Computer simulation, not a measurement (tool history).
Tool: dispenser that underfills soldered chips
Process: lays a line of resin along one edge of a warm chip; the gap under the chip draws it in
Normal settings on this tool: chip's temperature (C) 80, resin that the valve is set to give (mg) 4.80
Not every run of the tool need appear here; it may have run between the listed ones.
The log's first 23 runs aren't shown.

run	hour	chip's temperature (C)	resin that the valve is set to give (mg)	hours of work since the syringe was changed	hours of work since the valve was cleaned	hours of work since the stage was calibrated	time until the resin shows at the far edge (s)	resin that the valve gave (mg)
# hour 176.5: new syringe of resin
24	184.1	91	4.24	5	38	203	4.8	4.09
# hour 185.2: new syringe of resin
25	192.9	70	5.76	5	44	208	8.8	5.52
# hour 194.1: new syringe of resin
26	199.5	86	4.92	4	48	213	4.9	4.69
# hour 203.1: new syringe of resin
27	204.9	70	4.37	1	52	216	7.4	4.14
# hour 211.8: new syringe of resin
28	214.3	80	5.31	2	58	222	5.7	5.01
# hour 220.5: new syringe of resin
29	224.9	80	5.31	3	64	229	5.7	5.01
# hour 229.6: new syringe of resin
30	231.8	80	5.31	1	69	233	5.4	5.01
31	236.5	80	5.31	5	72	236	6.4	4.97
# hour 238.4: new syringe of resin
32	244.9	87	5.31	4	77	242	5.0	4.92
# hour 247.3: new syringe of resin
# hour 249.2: dispensing valve cleaned and set on the balance
# hour 256.8: new syringe of resin
33	256.8	88	4.98	0	5	248	3.8	4.93
# hour 265.6: new syringe of resin
34	267.4	88	4.48	1	12	255	4.3	4.45

Consider 4 possible next runs. They are alternatives, not a sequence: every one starts from the tool as it was left by run 34. What does each give?
A	272.8	79	4.66	5	15	259	?	?
B	272.8	86	4.45	5	15	259	?	?
C	272.8	77	4.99	5	15	259	?	?
D	272.8	73	5.08	5	15	259	?	?

run	time until the resin shows at the far edge (s)	resin that the valve gave (mg)
A	6.9	4.54
B	5.1	4.33
C	7.0	4.87
D	7.8	5.05
What these runs would have given with no unlogged condition in the tool:
run	time until the resin shows at the far edge (s)	resin that the valve gave (mg)
A	5.0	4.61
B	3.5	4.39
C	5.0	4.95
D	5.6	5.13

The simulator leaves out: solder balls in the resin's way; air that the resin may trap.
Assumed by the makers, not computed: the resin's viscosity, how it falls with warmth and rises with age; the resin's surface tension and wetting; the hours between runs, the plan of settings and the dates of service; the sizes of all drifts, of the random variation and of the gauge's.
